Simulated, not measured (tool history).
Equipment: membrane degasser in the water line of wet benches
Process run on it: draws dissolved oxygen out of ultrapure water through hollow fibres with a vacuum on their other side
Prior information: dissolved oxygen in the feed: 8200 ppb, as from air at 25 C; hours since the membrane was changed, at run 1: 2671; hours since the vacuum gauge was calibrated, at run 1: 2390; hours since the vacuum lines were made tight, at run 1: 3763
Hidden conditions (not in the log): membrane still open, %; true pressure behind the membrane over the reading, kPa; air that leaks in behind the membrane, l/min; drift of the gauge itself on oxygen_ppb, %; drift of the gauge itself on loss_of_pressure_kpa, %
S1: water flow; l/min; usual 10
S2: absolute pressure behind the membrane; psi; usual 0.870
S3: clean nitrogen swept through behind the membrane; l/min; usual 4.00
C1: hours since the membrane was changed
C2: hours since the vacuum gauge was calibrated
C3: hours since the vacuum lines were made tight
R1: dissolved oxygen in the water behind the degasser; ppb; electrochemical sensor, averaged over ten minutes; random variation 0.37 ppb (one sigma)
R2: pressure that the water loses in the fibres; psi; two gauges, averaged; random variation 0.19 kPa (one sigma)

run,hour,S1,S2,S3,C1,C2,C3,R1,R2
1,0.0,10,0.870,4.00,2671,2390,3763,20.5,5.564
2,95.0,10,0.870,4.00,2766,2485,3858,21.5,5.603
3,241.6,10,0.870,4.00,2912,2632,4004,21.2,5.575
4,405.1,10,0.870,4.00,3076,2795,4168,21.1,5.619
5,499.1,10,0.870,4.00,3170,2889,4262,21.3,5.593
6,647.3,10,0.870,5.15,3318,3037,4410,17.6,5.606
7,748.7,10,0.870,5.15,3419,3139,4511,17.2,5.593
8,863.3,7,0.870,4.00,3534,3253,4626,13.3,3.896
9,981.0,10,0.542,4.00,3652,3371,4744,7.3,5.580
10,1050.7,10,0.542,4.00,3722,3441,4814,7.3,5.583
11,1197.7,10,0.542,4.00,3868,3588,4960,7.4,5.568
12,1332.7,10,1.878,4.00,4004,3723,5096,62.4,5.619
13,1460.3,8,0.870,4.00,4131,3850,5223,15.1,4.447
14,1531.9,8,0.870,4.00,4203,3922,5295,15.9,4.453
15,1661.2,8,0.870,4.00,4332,4051,5424,15.7,4.485
16,1774.9,10,0.870,4.00,4446,4165,5538,21.6,5.574
17,1923.9,13,0.870,4.00,4595,4314,5687,32.3,7.236
# hour 2002.2: vacuum gauge calibrated
18,2079.8,12,0.625,6.17,4750,78,5842,12.1,6.693
19,2175.8,10,0.870,6.76,4846,174,5938,14.3,5.620
# hour 2321.7: seals of the vacuum lines changed
20,2339.5,11,0.740,4.68,5008,335,18,17.1,6.167
21,2437.1,11,0.740,4.68,5105,433,115,16.8,6.152
22,2594.1,12,1.070,6.06,5262,590,272,27.7,6.715
23,2694.4,10,0.532,4.00,5363,690,373,6.8,5.645
24,2773.9,12,0.760,4.00,5442,770,452,22.7,6.672
25,2873.9,14,1.455,11.27,5542,870,552,33.7,7.855
26,3027.8,14,1.455,11.27,5696,1024,706,33.6,7.729
27,3180.6,12,0.870,2.49,5849,1176,859,40.5,6.691
28,3279.5,9,1.941,4.00,5948,1275,958,59.3,5.040
29,3427.3,7,2.084,8.64,6096,1423,1106,23.1,3.906
30,3585.3,7,2.084,8.64,6254,1581,1264,23.7,3.878
31,3711.7,10,1.389,1.83,6380,1707,1390,87.9,5.626
32,3808.3,10,1.389,1.83,6477,1804,1487,87.1,5.648
33,3878.3,10,1.389,1.83,6547,1874,1557,85.9,5.609

3 ways to go on from here, each from the tool as it stands after run 33. What would each give?
A,3959.2,13,0.870,1.79,6628,1955,1638,?,?
B,3959.2,10,0.870,9.60,6628,1955,1638,?,?
C,3959.2,12,0.870,1.65,6628,1955,1638,?,?

run,R1,R2
A,58.8,7.320
B,11.5,5.648
C,56.2,6.699
Take away the tool's hidden state, keep each run's random variation, and the runs would have read:
run,R1,R2
A,58.6,7.311
B,11.4,5.641
C,56.1,6.691
